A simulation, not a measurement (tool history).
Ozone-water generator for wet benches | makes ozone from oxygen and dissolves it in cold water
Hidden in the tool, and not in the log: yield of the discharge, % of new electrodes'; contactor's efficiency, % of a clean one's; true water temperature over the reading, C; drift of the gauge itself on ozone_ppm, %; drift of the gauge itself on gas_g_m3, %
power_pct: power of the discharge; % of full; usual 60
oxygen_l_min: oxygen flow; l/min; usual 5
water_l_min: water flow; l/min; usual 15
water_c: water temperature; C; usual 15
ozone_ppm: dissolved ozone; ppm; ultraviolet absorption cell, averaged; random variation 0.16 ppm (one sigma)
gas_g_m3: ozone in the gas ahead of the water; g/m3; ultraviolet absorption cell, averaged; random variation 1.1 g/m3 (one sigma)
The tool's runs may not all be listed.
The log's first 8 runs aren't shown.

run	hour	power_pct	oxygen_l_min	water_l_min	water_c	hours of work since the electrodes were changed	hours of work since the contactor was cleaned	hours of work since the thermometer was calibrated	ozone_ppm	gas_g_m3
9	326.7	60	5	15	15	581	848	296	20.4	206.3
10	360.7	60	5	15	13	608	876	323	21.2	205.2
11	400.2	60	5	15	13	640	907	355	21.1	205.4
12	444.2	60	5	15	13	675	943	390	21.2	206.7
13	466.5	60	5	15	15	693	961	408	20.2	205.1
14	502.7	60	5	15	15	722	990	437	20.6	205.2
# hour 507.3: water thermometer calibrated
15	545	60	5	15	11	756	1023	30	21.6	204.1
16	576.2	79	5	15	11	781	1048	55	25.1	238.6
17	610.4	60	5	15	15	808	1076	83	20.2	206.8
18	646.1	60	5	15	14	837	1104	111	20.8	205.6
19	689.3	57	5.49	17	11	871	1139	146	19	186.4
20	726.4	86	8.69	15	15	901	1169	176	22.5	178
# hour 741.3: water thermometer calibrated, once more
21	771.8	45	7.48	18	18	937	1205	25	13.5	137.3
22	817.5	57	3.76	18	9	974	1242	61	18.8	237.7
23	849.1	57	3.76	18	9	999	1267	87	18.6	236.5
24	881.8	57	3.76	18	9	1026	1293	113	18.3	234.8
25	907.4	60	4.98	11	20	1046	1314	133	23	204.1
26	955.8	60	4.98	11	20	1085	1353	172	23.1	204.2
27	1007.3	60	3.13	10	16	1127	1394	214	28.2	270.8
28	1040.9	60	3.13	10	16	1154	1421	241	27.8	272.5
29	1092.5	76	4.8	10	16	1195	1463	282	30	238.2
30	1138	76	4.8	10	16	1232	1499	319	29.6	238.9
31	1187.1	60	5	15	12	1271	1539	358	21.3	203.1
32	1208.3	50	5	9	12	1288	1556	375	27.1	183.1
33	1234.8	50	5	9	12	1309	1577	396	27.1	186

Forecast each of these 3 alternatives for the next run:
A	1280.3	77	5	12	15	1346	1613	433	?	?
B	1280.3	60	5	15	14	1346	1613	433	?	?
C	1280.3	41	5	9	12	1346	1613	433	?	?

run	ozone_ppm	gas_g_m3
A	26.7	233.3
B	20.2	203.6
C	24	164.3
Without the tool's hidden state the same runs would have given:
run	ozone_ppm	gas_g_m3
A	28	238.6
B	21.1	207.6
C	24.9	166.7
